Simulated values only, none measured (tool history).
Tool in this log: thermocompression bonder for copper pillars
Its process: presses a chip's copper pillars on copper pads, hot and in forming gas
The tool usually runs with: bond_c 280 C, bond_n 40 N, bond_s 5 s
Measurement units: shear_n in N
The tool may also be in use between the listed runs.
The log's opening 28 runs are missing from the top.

{"run": 29, "hour": 907.1, "bond_c": 280, "bond_n": 44, "bond_s": 12, "shear_n": 53}
{"run": 30, "hour": 935.5, "bond_c": 280, "bond_n": 44, "bond_s": 12, "shear_n": 53.8}
{"run": 31, "hour": 971.3, "bond_c": 280, "bond_n": 55, "bond_s": 3, "shear_n": 39.8}
{"run": 32, "hour": 1002.5, "bond_c": 253, "bond_n": 32, "bond_s": 10, "shear_n": 30.3}
{"run": 33, "hour": 1025.0, "bond_c": 253, "bond_n": 32, "bond_s": 10, "shear_n": 29.1}
{"run": 34, "hour": 1053.0, "bond_c": 293, "bond_n": 40, "bond_s": 3, "shear_n": 38.2}
{"run": 35, "hour": 1071.0, "bond_c": 293, "bond_n": 40, "bond_s": 3, "shear_n": 38.8}
{"run": 36, "hour": 1112.1, "bond_c": 298, "bond_n": 32, "bond_s": 4, "shear_n": 39.1}
{"hour": 1148.7, "done": "forming gas filter changed"}
{"run": 37, "hour": 1150.8, "bond_c": 267, "bond_n": 56, "bond_s": 4, "shear_n": 37.3}
{"run": 38, "hour": 1171.9, "bond_c": 280, "bond_n": 32, "bond_s": 11, "shear_n": 43.3}
{"run": 39, "hour": 1190.2, "bond_c": 280, "bond_n": 32, "bond_s": 11, "shear_n": 44.2}
{"run": 40, "hour": 1209.6, "bond_c": 274, "bond_n": 40, "bond_s": 5, "shear_n": 37}

Each row is a separate what-if for the run after 40, all from the same tool condition, not one after another. Results?
{"run": "A", "hour": 1242.7, "bond_c": 303, "bond_n": 30, "bond_s": 15, "shear_n": "?"}
{"run": "B", "hour": 1242.7, "bond_c": 280, "bond_n": 40, "bond_s": 6, "shear_n": "?"}
{"run": "C", "hour": 1242.7, "bond_c": 256, "bond_n": 30, "bond_s": 8, "shear_n": "?"}

run=A shear_n=60.2
run=B shear_n=42.3
run=C shear_n=27.5
With the hidden condition removed and each run's random variation left untouched, the same runs would have given:
run=A shear_n=60.3
run=B shear_n=42.5
run=C shear_n=27.6

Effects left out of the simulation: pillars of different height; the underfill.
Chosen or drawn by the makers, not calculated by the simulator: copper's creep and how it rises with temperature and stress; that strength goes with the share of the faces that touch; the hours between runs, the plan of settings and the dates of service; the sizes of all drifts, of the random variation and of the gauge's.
